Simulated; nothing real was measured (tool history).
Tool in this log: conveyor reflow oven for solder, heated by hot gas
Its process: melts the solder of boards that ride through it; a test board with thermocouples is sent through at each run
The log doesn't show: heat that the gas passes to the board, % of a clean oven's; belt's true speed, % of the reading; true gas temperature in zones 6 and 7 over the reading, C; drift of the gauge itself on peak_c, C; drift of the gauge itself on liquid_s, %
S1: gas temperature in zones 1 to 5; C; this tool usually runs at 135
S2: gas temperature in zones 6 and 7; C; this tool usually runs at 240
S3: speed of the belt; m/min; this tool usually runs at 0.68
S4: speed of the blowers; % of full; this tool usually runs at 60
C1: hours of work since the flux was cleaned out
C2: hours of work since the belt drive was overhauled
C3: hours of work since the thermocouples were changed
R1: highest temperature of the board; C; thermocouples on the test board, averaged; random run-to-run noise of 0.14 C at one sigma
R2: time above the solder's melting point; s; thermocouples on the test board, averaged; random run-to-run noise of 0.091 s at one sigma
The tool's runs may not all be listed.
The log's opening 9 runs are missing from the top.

run 10 day=2.758 | S1=135 S2=240 S3=0.651 S4=60 | C1=183 C2=321 C3=245 | R1=221.5 R2=57.8
run 11 day=3.183 | S1=135 S2=240 S3=0.68 S4=66 | C1=190 C2=328 C3=252 | R1=221.8 R2=55.26
run 12 day=3.488 | S1=135 S2=240 S3=0.68 S4=66 | C1=195 C2=333 C3=257 | R1=221.6 R2=55.14
run 13 day=3.862 | S1=135 S2=240 S3=0.68 S4=60 | C1=201 C2=339 C3=263 | R1=219.7 R2=54.19
run 14 day=4.146 | S1=135 S2=240 S3=0.68 S4=60 | C1=206 C2=343 C3=268 | R1=219.9 R2=54
run 15 day=4.425 | S1=135 S2=240 S3=0.68 S4=60 | C1=210 C2=348 C3=272 | R1=219.8 R2=53.93
run 16 day=4.821 | S1=147 S2=240 S3=0.598 S4=89 | C1=217 C2=354 C3=279 | R1=230.3 R2=73.41
run 17 day=5.246 | S1=135 S2=244 S3=0.68 S4=62 | C1=224 C2=361 C3=285 | R1=223.5 R2=56.59
run 18 day=5.654 | S1=135 S2=244 S3=0.68 S4=62 | C1=230 C2=368 C3=292 | R1=223.6 R2=56.3
run 19 day=6.029 | S1=135 S2=244 S3=0.68 S4=62 | C1=236 C2=374 C3=298 | R1=223.6 R2=56.38
run 20 day=6.229 | S1=135 S2=240 S3=0.615 S4=60 | C1=239 C2=377 C3=301 | R1=223.1 R2=62.33
run 21 day=6.546 | S1=135 S2=240 S3=0.814 S4=88 | C1=245 C2=382 C3=307 | R1=219.9 R2=44.61
-- day=6.8 flux residue cleaned out of gas plates and filters
run 22 day=7.075 | S1=138 S2=253 S3=0.68 S4=66 | C1=4 C2=388 C3=312 | R1=235.1 R2=63.53
run 23 day=7.454 | S1=138 S2=253 S3=0.68 S4=66 | C1=11 C2=394 C3=318 | R1=234.9 R2=63.67
run 24 day=7.8 | S1=138 S2=253 S3=0.68 S4=66 | C1=16 C2=399 C3=324 | R1=234.9 R2=63.54
run 25 day=8.017 | S1=149 S2=247 S3=0.68 S4=60 | C1=20 C2=403 C3=327 | R1=229.8 R2=64.7
run 26 day=8.333 | S1=135 S2=255 S3=0.68 S4=60 | C1=25 C2=408 C3=332 | R1=234.6 R2=62.41
run 27 day=8.688 | S1=125 S2=248 S3=0.68 S4=60 | C1=31 C2=414 C3=338 | R1=226.7 R2=55.4
run 28 day=9.067 | S1=135 S2=252 S3=0.58 S4=60 | C1=37 C2=420 C3=344 | R1=236.9 R2=74.99
run 29 day=9.246 | S1=131 S2=252 S3=0.6 S4=61 | C1=40 C2=423 C3=347 | R1=235.7 R2=70.38
run 30 day=9.45 | S1=131 S2=247 S3=0.6 S4=85 | C1=43 C2=426 C3=350 | R1=236 R2=71.05

What if the next run were any one of these 3? Each begins from the tool's condition after run 30:
run A day=9.779 | S1=134 S2=243 S3=0.6 S4=85 | C1=48 C2=432 C3=356 | R1=? R2=?
run B day=9.779 | S1=130 S2=250 S3=0.579 S4=85 | C1=48 C2=432 C3=356 | R1=? R2=?
run C day=9.779 | S1=123 S2=247 S3=0.58 S4=60 | C1=48 C2=432 C3=356 | R1=? R2=?

run=A R1=232.6 R2=70.21
run=B R1=239.4 R2=75.11
run=C R1=231 R2=68.14
Without the tool's hidden state the same runs would have given:
run=A R1=233.5 R2=69.86
run=B R1=240.3 R2=74.66
run=C R1=231.9 R2=67.85

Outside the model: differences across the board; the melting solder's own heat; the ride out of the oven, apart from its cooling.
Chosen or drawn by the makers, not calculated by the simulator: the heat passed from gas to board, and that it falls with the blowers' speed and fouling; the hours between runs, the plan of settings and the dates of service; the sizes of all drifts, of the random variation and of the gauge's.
